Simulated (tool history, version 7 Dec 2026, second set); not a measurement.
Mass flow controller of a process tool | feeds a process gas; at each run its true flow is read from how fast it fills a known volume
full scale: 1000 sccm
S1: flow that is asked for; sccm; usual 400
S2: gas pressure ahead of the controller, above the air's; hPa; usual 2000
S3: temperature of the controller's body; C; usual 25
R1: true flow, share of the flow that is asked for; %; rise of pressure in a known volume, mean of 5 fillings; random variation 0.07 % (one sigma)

{"run": 1, "hour": 0.0, "S1": 400, "S2": 2000, "S3": 25, "R1": 99.24}
{"run": 2, "hour": 55.0, "S1": 400, "S2": 2000, "S3": 25, "R1": 99.13}
{"run": 3, "hour": 131.7, "S1": 400, "S2": 2000, "S3": 25, "R1": 99.08}
{"run": 4, "hour": 184.1, "S1": 400, "S2": 2000, "S3": 25, "R1": 99.24}
{"run": 5, "hour": 282.9, "S1": 400, "S2": 1750, "S3": 25, "R1": 99.09}
{"run": 6, "hour": 364.5, "S1": 400, "S2": 1750, "S3": 25, "R1": 99.02}
{"run": 7, "hour": 430.7, "S1": 400, "S2": 1750, "S3": 25, "R1": 99.12}
{"run": 8, "hour": 502.6, "S1": 400, "S2": 1750, "S3": 25, "R1": 98.99}
{"run": 9, "hour": 578.4, "S1": 127, "S2": 2000, "S3": 25, "R1": 98.55}
{"run": 10, "hour": 669.6, "S1": 127, "S2": 2000, "S3": 33, "R1": 98.67}
{"hour": 677.6, "done": "controller's zero set anew"}
{"run": 11, "hour": 719.2, "S1": 127, "S2": 2000, "S3": 33, "R1": 98.48}
{"run": 12, "hour": 781.6, "S1": 127, "S2": 2000, "S3": 33, "R1": 98.32}
{"run": 13, "hour": 844.8, "S1": 400, "S2": 2000, "S3": 36, "R1": 99.63}
{"run": 14, "hour": 922.2, "S1": 400, "S2": 2000, "S3": 25, "R1": 99.12}
{"run": 15, "hour": 994.8, "S1": 400, "S2": 2480, "S3": 25, "R1": 99.26}
{"hour": 1014.4, "done": "controller's zero set anew, once more"}
{"run": 16, "hour": 1103.7, "S1": 399, "S2": 1810, "S3": 28, "R1": 99.48}
{"run": 17, "hour": 1171.3, "S1": 148, "S2": 1620, "S3": 28, "R1": 98.85}
{"run": 18, "hour": 1278.2, "S1": 862, "S2": 1430, "S3": 31, "R1": 100.27}
{"run": 19, "hour": 1371.0, "S1": 862, "S2": 1710, "S3": 31, "R1": 100.34}
{"run": 20, "hour": 1448.1, "S1": 160, "S2": 2440, "S3": 35, "R1": 99.65}
{"run": 21, "hour": 1558.3, "S1": 105, "S2": 2440, "S3": 25, "R1": 99.01}
{"run": 22, "hour": 1609.4, "S1": 105, "S2": 2440, "S3": 25, "R1": 98.93}
{"run": 23, "hour": 1695.5, "S1": 176, "S2": 2150, "S3": 27, "R1": 99.1}
{"run": 24, "hour": 1752.3, "S1": 554, "S2": 1490, "S3": 26, "R1": 99.48}
{"run": 25, "hour": 1852.2, "S1": 223, "S2": 2050, "S3": 27, "R1": 99.19}
{"run": 26, "hour": 1920.5, "S1": 400, "S2": 1580, "S3": 25, "R1": 99.34}
{"run": 27, "hour": 2016.1, "S1": 712, "S2": 2260, "S3": 35, "R1": 100.46}
{"run": 28, "hour": 2063.6, "S1": 194, "S2": 1810, "S3": 37, "R1": 99.4}
{"run": 29, "hour": 2138.4, "S1": 144, "S2": 2250, "S3": 39, "R1": 99.39}
{"run": 30, "hour": 2201.2, "S1": 144, "S2": 1540, "S3": 35, "R1": 98.95}

Forecast each of these 5 alternatives for the next run:
{"run": "A", "hour": 2286.8, "S1": 371, "S2": 2260, "S3": 25, "R1": "?"}
{"run": "B", "hour": 2286.8, "S1": 144, "S2": 2540, "S3": 35, "R1": "?"}
{"run": "C", "hour": 2286.8, "S1": 144, "S2": 1460, "S3": 35, "R1": "?"}
{"run": "D", "hour": 2286.8, "S1": 400, "S2": 2000, "S3": 33, "R1": "?"}
{"run": "E", "hour": 2286.8, "S1": 458, "S2": 2000, "S3": 35, "R1": "?"}

run=A R1=99.5
run=B R1=99.55
run=C R1=98.97
run=D R1=99.73
run=E R1=99.97
Without the tool's hidden state the same runs would have given:
run=A R1=99.12
run=B R1=99.47
run=C R1=98.89
run=D R1=99.33
run=E R1=99.55
